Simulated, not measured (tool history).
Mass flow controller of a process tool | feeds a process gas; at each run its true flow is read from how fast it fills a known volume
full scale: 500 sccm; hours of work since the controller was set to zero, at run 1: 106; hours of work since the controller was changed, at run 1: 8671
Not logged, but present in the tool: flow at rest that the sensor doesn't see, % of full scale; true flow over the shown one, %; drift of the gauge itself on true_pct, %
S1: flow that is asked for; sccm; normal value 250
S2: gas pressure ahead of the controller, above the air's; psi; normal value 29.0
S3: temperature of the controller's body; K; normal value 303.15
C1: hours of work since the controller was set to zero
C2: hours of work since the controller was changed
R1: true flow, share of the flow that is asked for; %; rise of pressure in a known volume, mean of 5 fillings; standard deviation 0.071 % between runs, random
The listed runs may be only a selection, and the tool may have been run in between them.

{"run": 1, "hour": 0.0, "S1": 250, "S2": 29.0, "S3": 303.15, "C1": 106, "C2": 8671, "R1": 97.59}
{"run": 2, "hour": 330.8, "S1": 250, "S2": 29.0, "S3": 303.15, "C1": 291, "C2": 8856, "R1": 97.59}
{"run": 3, "hour": 718.2, "S1": 250, "S2": 29.0, "S3": 303.15, "C1": 507, "C2": 9073, "R1": 97.58}
{"run": 4, "hour": 1060.3, "S1": 250, "S2": 29.0, "S3": 303.15, "C1": 699, "C2": 9264, "R1": 97.44}
{"run": 5, "hour": 1356.9, "S1": 250, "S2": 29.0, "S3": 303.15, "C1": 864, "C2": 9430, "R1": 97.3}
{"run": 6, "hour": 1706.3, "S1": 250, "S2": 29.0, "S3": 303.15, "C1": 1060, "C2": 9625, "R1": 97.04}
{"run": 7, "hour": 2114.4, "S1": 250, "S2": 29.0, "S3": 303.15, "C1": 1288, "C2": 9853, "R1": 97.15}
{"run": 8, "hour": 2411.4, "S1": 250, "S2": 29.0, "S3": 303.15, "C1": 1454, "C2": 10019, "R1": 96.94}
{"hour": 2673.1, "done": "controller exchanged for a calibrated one"}
{"run": 9, "hour": 2785.6, "S1": 250, "S2": 29.0, "S3": 303.15, "C1": 63, "C2": 63, "R1": 99.82}
{"run": 10, "hour": 2995.4, "S1": 250, "S2": 29.0, "S3": 303.15, "C1": 180, "C2": 180, "R1": 99.87}
{"run": 11, "hour": 3300.3, "S1": 250, "S2": 29.0, "S3": 303.15, "C1": 351, "C2": 351, "R1": 99.6}
{"run": 12, "hour": 3529.7, "S1": 250, "S2": 29.0, "S3": 303.15, "C1": 479, "C2": 479, "R1": 99.57}
{"run": 13, "hour": 3941.9, "S1": 193, "S2": 29.0, "S3": 303.15, "C1": 709, "C2": 709, "R1": 99.26}
{"run": 14, "hour": 4257.9, "S1": 250, "S2": 37.1, "S3": 303.15, "C1": 886, "C2": 886, "R1": 99.0}
{"run": 15, "hour": 4464.9, "S1": 250, "S2": 29.0, "S3": 303.15, "C1": 1002, "C2": 1002, "R1": 99.39}
{"run": 16, "hour": 4829.2, "S1": 250, "S2": 29.0, "S3": 303.15, "C1": 1206, "C2": 1206, "R1": 99.05}
{"run": 17, "hour": 5095.3, "S1": 250, "S2": 26.3, "S3": 303.15, "C1": 1354, "C2": 1354, "R1": 99.14}
{"run": 18, "hour": 5390.7, "S1": 250, "S2": 26.3, "S3": 303.15, "C1": 1520, "C2": 1520, "R1": 99.13}
{"run": 19, "hour": 5832.2, "S1": 250, "S2": 36.1, "S3": 303.15, "C1": 1766, "C2": 1766, "R1": 98.68}
{"run": 20, "hour": 6199.8, "S1": 250, "S2": 29.0, "S3": 303.15, "C1": 1972, "C2": 1972, "R1": 98.74}
{"run": 21, "hour": 6505.1, "S1": 250, "S2": 29.0, "S3": 303.15, "C1": 2143, "C2": 2143, "R1": 98.59}
{"run": 22, "hour": 6824.4, "S1": 250, "S2": 29.0, "S3": 303.15, "C1": 2321, "C2": 2321, "R1": 98.59}
{"run": 23, "hour": 7148.8, "S1": 250, "S2": 29.0, "S3": 310.15, "C1": 2503, "C2": 2503, "R1": 99.15}
{"run": 24, "hour": 7492.2, "S1": 250, "S2": 29.0, "S3": 310.15, "C1": 2695, "C2": 2695, "R1": 99.13}
{"run": 25, "hour": 7870.4, "S1": 250, "S2": 29.0, "S3": 310.15, "C1": 2906, "C2": 2906, "R1": 99.06}
{"run": 26, "hour": 8204.2, "S1": 74, "S2": 38.0, "S3": 294.15, "C1": 3093, "C2": 3093, "R1": 93.64}
{"run": 27, "hour": 8465.6, "S1": 74, "S2": 38.0, "S3": 294.15, "C1": 3239, "C2": 3239, "R1": 93.34}
{"run": 28, "hour": 8659.3, "S1": 74, "S2": 38.0, "S3": 294.15, "C1": 3347, "C2": 3347, "R1": 93.31}
{"run": 29, "hour": 8843.0, "S1": 74, "S2": 38.0, "S3": 294.15, "C1": 3450, "C2": 3450, "R1": 93.1}
{"run": 30, "hour": 9110.9, "S1": 74, "S2": 38.0, "S3": 294.15, "C1": 3600, "C2": 3600, "R1": 92.96}
{"run": 31, "hour": 9400.4, "S1": 250, "S2": 25.5, "S3": 303.15, "C1": 3762, "C2": 3762, "R1": 97.89}
{"run": 32, "hour": 9784.2, "S1": 451, "S2": 21.3, "S3": 313.15, "C1": 3976, "C2": 3976, "R1": 100.22}
{"run": 33, "hour": 10204.0, "S1": 218, "S2": 27.0, "S3": 296.15, "C1": 4211, "C2": 4211, "R1": 96.54}
{"run": 34, "hour": 10422.4, "S1": 297, "S2": 26.3, "S3": 305.15, "C1": 4333, "C2": 4333, "R1": 97.95}
{"run": 35, "hour": 10766.4, "S1": 466, "S2": 26.7, "S3": 293.15, "C1": 4526, "C2": 4526, "R1": 97.63}
{"run": 36, "hour": 10963.5, "S1": 250, "S2": 26.5, "S3": 311.15, "C1": 4636, "C2": 4636, "R1": 98.11}
{"run": 37, "hour": 11199.9, "S1": 54, "S2": 22.6, "S3": 297.15, "C1": 4768, "C2": 4768, "R1": 89.87}
{"run": 38, "hour": 11622.9, "S1": 74, "S2": 26.7, "S3": 313.15, "C1": 5004, "C2": 5004, "R1": 93.22}
{"run": 39, "hour": 12055.5, "S1": 74, "S2": 26.7, "S3": 313.15, "C1": 5246, "C2": 5246, "R1": 93.03}
{"run": 40, "hour": 12482.7, "S1": 89, "S2": 26.7, "S3": 313.15, "C1": 5485, "C2": 5485, "R1": 93.84}
{"run": 41, "hour": 12817.8, "S1": 89, "S2": 26.7, "S3": 313.15, "C1": 5673, "C2": 5673, "R1": 93.51}
{"run": 42, "hour": 13187.4, "S1": 89, "S2": 26.7, "S3": 313.15, "C1": 5879, "C2": 5879, "R1": 93.26}
{"run": 43, "hour": 13572.8, "S1": 469, "S2": 25.8, "S3": 303.15, "C1": 6095, "C2": 6095, "R1": 98.02}
{"run": 44, "hour": 13966.1, "S1": 250, "S2": 29.0, "S3": 299.15, "C1": 6315, "C2": 6315, "R1": 95.97}
{"run": 45, "hour": 14208.1, "S1": 206, "S2": 29.0, "S3": 298.15, "C1": 6450, "C2": 6450, "R1": 95.03}
{"run": 46, "hour": 14551.1, "S1": 206, "S2": 29.0, "S3": 298.15, "C1": 6642, "C2": 6642, "R1": 94.79}
{"run": 47, "hour": 14929.1, "S1": 310, "S2": 29.0, "S3": 304.15, "C1": 6853, "C2": 6853, "R1": 96.56}
{"run": 48, "hour": 15356.5, "S1": 321, "S2": 31.2, "S3": 298.15, "C1": 7092, "C2": 7092, "R1": 95.8}
{"run": 49, "hour": 15764.6, "S1": 321, "S2": 31.2, "S3": 298.15, "C1": 7320, "C2": 7320, "R1": 95.8}

Entry by entry between the runs, the difference in hidden state between the last listed run before and the first listed run after:
In the gap between runs 8 and 9: controller exchanged for a calibrated one (hour 2673.1)
  flow at rest that the sensor doesn't see, % of full scale: -0.299 -> -0.041; true flow over the shown one, %: -2.35 -> 0.09
  measured value less the no-hidden-state value, R1: -2.96 -> +0.01 %
